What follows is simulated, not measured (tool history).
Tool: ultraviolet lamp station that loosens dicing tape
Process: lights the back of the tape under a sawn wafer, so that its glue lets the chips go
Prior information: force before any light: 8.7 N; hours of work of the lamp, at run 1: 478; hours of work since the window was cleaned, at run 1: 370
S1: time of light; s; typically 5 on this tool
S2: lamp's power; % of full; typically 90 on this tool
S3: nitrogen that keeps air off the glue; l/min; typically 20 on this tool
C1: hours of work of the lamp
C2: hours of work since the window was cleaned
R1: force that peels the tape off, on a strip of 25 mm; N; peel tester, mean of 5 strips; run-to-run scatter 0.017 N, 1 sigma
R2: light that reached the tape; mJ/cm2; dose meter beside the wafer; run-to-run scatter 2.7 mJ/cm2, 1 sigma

{"run": 1, "day": 0.0, "S1": 5, "S2": 90, "S3": 20, "C1": 478, "C2": 370, "R1": 0.847, "R2": 362}
{"run": 2, "day": 1.975, "S1": 5, "S2": 90, "S3": 38, "C1": 507, "C2": 399, "R1": 0.487, "R2": 364}
{"run": 3, "day": 3.292, "S1": 5, "S2": 90, "S3": 38, "C1": 527, "C2": 418, "R1": 0.492, "R2": 364}
{"run": 4, "day": 5.158, "S1": 5, "S2": 90, "S3": 38, "C1": 554, "C2": 446, "R1": 0.493, "R2": 365}
{"run": 5, "day": 6.504, "S1": 5, "S2": 90, "S3": 38, "C1": 574, "C2": 465, "R1": 0.492, "R2": 362}
{"day": 7.412, "done": "window cleaned of glue's vapour"}
{"run": 6, "day": 8.392, "S1": 5, "S2": 90, "S3": 38, "C1": 601, "C2": 14, "R1": 0.492, "R2": 369}
{"run": 7, "day": 10.604, "S1": 5, "S2": 90, "S3": 38, "C1": 634, "C2": 47, "R1": 0.493, "R2": 365}
{"run": 8, "day": 12.458, "S1": 5, "S2": 78, "S3": 20, "C1": 661, "C2": 74, "R1": 1.113, "R2": 313}
{"run": 9, "day": 13.417, "S1": 5, "S2": 66, "S3": 20, "C1": 675, "C2": 88, "R1": 1.431, "R2": 266}
{"run": 10, "day": 15.375, "S1": 5, "S2": 66, "S3": 20, "C1": 704, "C2": 117, "R1": 1.502, "R2": 265}
{"run": 11, "day": 16.867, "S1": 5, "S2": 90, "S3": 20, "C1": 726, "C2": 139, "R1": 0.834, "R2": 361}
{"run": 12, "day": 18.3, "S1": 5, "S2": 90, "S3": 29, "C1": 747, "C2": 160, "R1": 0.613, "R2": 359}
{"run": 13, "day": 20.004, "S1": 5, "S2": 90, "S3": 29, "C1": 772, "C2": 185, "R1": 0.598, "R2": 360}
{"run": 14, "day": 21.088, "S1": 5, "S2": 90, "S3": 35, "C1": 788, "C2": 201, "R1": 0.524, "R2": 364}
{"run": 15, "day": 22.129, "S1": 5, "S2": 90, "S3": 35, "C1": 803, "C2": 217, "R1": 0.509, "R2": 363}
{"run": 16, "day": 23.125, "S1": 5, "S2": 90, "S3": 35, "C1": 818, "C2": 231, "R1": 0.505, "R2": 361}
{"run": 17, "day": 24.762, "S1": 5, "S2": 90, "S3": 35, "C1": 842, "C2": 255, "R1": 0.503, "R2": 365}
{"run": 18, "day": 26.929, "S1": 4, "S2": 90, "S3": 23, "C1": 874, "C2": 287, "R1": 1.105, "R2": 289}
{"run": 19, "day": 27.938, "S1": 3, "S2": 69, "S3": 20, "C1": 889, "C2": 302, "R1": 2.873, "R2": 167}
{"run": 20, "day": 28.888, "S1": 2, "S2": 87, "S3": 20, "C1": 903, "C2": 316, "R1": 3.331, "R2": 140}
{"run": 21, "day": 30.729, "S1": 5, "S2": 63, "S3": 20, "C1": 930, "C2": 343, "R1": 1.609, "R2": 252}
{"run": 22, "day": 31.883, "S1": 5, "S2": 64, "S3": 28, "C1": 947, "C2": 360, "R1": 1.267, "R2": 255}
{"run": 23, "day": 32.95, "S1": 5, "S2": 64, "S3": 28, "C1": 963, "C2": 376, "R1": 1.217, "R2": 256}
{"run": 24, "day": 34.246, "S1": 3, "S2": 76, "S3": 27, "C1": 982, "C2": 395, "R1": 2.165, "R2": 185}
{"run": 25, "day": 35.575, "S1": 3, "S2": 90, "S3": 7, "C1": 1001, "C2": 414, "R1": 3.339, "R2": 220}
{"run": 26, "day": 37.192, "S1": 4, "S2": 83, "S3": 8, "C1": 1025, "C2": 438, "R1": 2.582, "R2": 268}
{"run": 27, "day": 39.038, "S1": 3, "S2": 83, "S3": 24, "C1": 1052, "C2": 465, "R1": 1.956, "R2": 201}
{"day": 39.95, "done": "window cleaned of glue's vapour"}
{"run": 28, "day": 40.475, "S1": 2, "S2": 95, "S3": 13, "C1": 1073, "C2": 8, "R1": 3.709, "R2": 153}

Alternative continuations, all from the tool just after run 28; predict every row:
{"run": "A", "day": 42.517, "S1": 4, "S2": 90, "S3": 20, "C1": 1103, "C2": 38, "R1": "?", "R2": "?"}
{"run": "B", "day": 42.517, "S1": 5, "S2": 83, "S3": 19, "C1": 1103, "C2": 38, "R1": "?", "R2": "?"}
{"run": "C", "day": 42.517, "S1": 2, "S2": 67, "S3": 35, "C1": 1103, "C2": 38, "R1": "?", "R2": "?"}

run=A R1=1.267 R2=291
run=B R1=1.008 R2=333
run=C R1=3.527 R2=106
Stripped of hidden state, with their random variation kept, the same runs would have yielded:
run=A R1=1.264 R2=292
run=B R1=1.005 R2=333
run=C R1=3.523 R2=106
